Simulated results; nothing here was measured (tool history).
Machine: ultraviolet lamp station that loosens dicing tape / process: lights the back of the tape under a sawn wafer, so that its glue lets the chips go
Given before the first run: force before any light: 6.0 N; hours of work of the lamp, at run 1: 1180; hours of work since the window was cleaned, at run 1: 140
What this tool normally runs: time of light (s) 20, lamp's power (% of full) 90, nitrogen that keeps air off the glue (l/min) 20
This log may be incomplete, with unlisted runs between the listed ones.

run,day,time of light (s),lamp's power (% of full),nitrogen that keeps air off the glue (l/min),hours of work of the lamp,hours of work since the window was cleaned,force that peels the tape off (N),light that reached the tape (J/m2)
1,0.000,20,90,20,1180,140,0.381,4390
2,1.954,20,90,20,1212,172,0.408,4370
3,4.046,20,64,20,1247,207,0.886,3050
4,6.471,20,64,20,1287,247,0.890,2940
5,7.608,20,64,20,1306,266,0.936,2910
# day 9.538: window cleaned of glue's vapour
6,9.846,29,64,20,1342,5,0.352,4580
7,10.975,29,91,20,1361,24,0.150,6530
8,13.021,20,90,20,1395,58,0.394,4320
9,15.062,17,90,20,1429,91,0.594,3600
10,16.892,20,90,20,1459,122,0.440,4210
11,18.617,20,90,20,1487,150,0.479,4120
12,20.483,20,90,20,1518,181,0.483,4040
13,22.929,20,90,20,1559,221,0.502,3950
14,24.558,20,90,20,1586,248,0.528,3890
15,26.583,20,90,20,1619,282,0.548,3750
# day 27.421: window cleaned of glue's vapour
16,27.875,20,78,20,1640,8,0.615,3590
17,29.921,20,78,20,1674,41,0.692,3470
18,32.354,20,90,20,1714,82,0.500,3930
19,33.633,20,90,20,1735,103,0.532,3910
20,35.096,20,90,20,1759,127,0.523,3860
21,37.017,20,87,20,1791,159,0.587,3650
22,38.225,20,87,20,1811,179,0.610,3620
23,40.654,20,75,10,1851,219,1.198,3010
24,41.971,17,90,20,1873,241,0.862,3090
25,43.325,17,90,20,1896,263,0.876,2990
# day 44.500: lamp changed
26,44.862,15,66,20,6,288,0.906,2930
# day 45.342: window cleaned of glue's vapour
27,47.033,15,66,8,42,28,1.235,3210
28,48.988,29,66,8,74,60,0.348,6100
29,50.967,10,98,11,107,93,1.173,3150
30,52.067,28,75,9,125,111,0.267,6570
31,53.542,15,75,7,149,136,1.211,3500
32,54.633,15,90,20,167,154,0.475,4140
33,56.283,15,90,20,195,181,0.466,4140
34,57.717,25,94,36,218,205,0.094,6980
35,60.038,13,62,20,257,243,1.351,2320
36,61.904,11,90,20,287,274,0.968,2880
37,62.938,14,90,6,305,291,1.231,3600
# day 63.146: window cleaned of glue's vapour
38,64.871,20,90,6,336,29,0.557,5460
39,66.800,13,68,29,368,60,0.935,2660
40,68.154,20,90,7,390,83,0.516,5300
41,69.708,33,67,7,416,109,0.341,6480
42,71.100,33,67,7,439,132,0.344,6400
43,72.612,13,87,9,464,157,1.169,3280

Pick out some run-to-run changes in force that peels the tape off (N). Of each, how much would a tool without hidden state show as well, from the settings, what came in and chance, and how much is left for the hidden state and any gauge scatter not in both results compared?
Hidden state at play: lamp's light, % of a new lamp's; light that the window lets through, % of a clean one's; drift of the gauge itself on peel_n, %; drift of the gauge itself on dose_mj_cm2, %.
Run 5 -> 6: time of light (s) 20 -> 29, window cleaned of glue's vapour. force that peels the tape off (N) -0.584: hidden state -0.315, all else -0.269.
Run 22 -> 23: lamp's power (% of full) 87 -> 75, nitrogen that keeps air off the glue (l/min) 20 -> 10. force that peels the tape off (N) +0.588: hidden state +0.318, all else +0.270.
Run 25 -> 26: time of light (s) 17 -> 15, lamp's power (% of full) 90 -> 66, lamp changed. force that peels the tape off (N) +0.030: hidden state -0.439, all else +0.469.
Run 29 -> 30: time of light (s) 10 -> 28, lamp's power (% of full) 98 -> 75, nitrogen that keeps air off the glue (l/min) 11 -> 9. force that peels the tape off (N) -0.906: hidden state -0.057, all else -0.849.
Run 30 -> 31: time of light (s) 28 -> 15, nitrogen that keeps air off the glue (l/min) 9 -> 7. force that peels the tape off (N) +0.944: hidden state +0.095, all else +0.849.
Run 34 -> 35: time of light (s) 25 -> 13, lamp's power (% of full) 94 -> 62, nitrogen that keeps air off the glue (l/min) 36 -> 20. force that peels the tape off (N) +1.257: hidden state +0.227, all else +1.030.
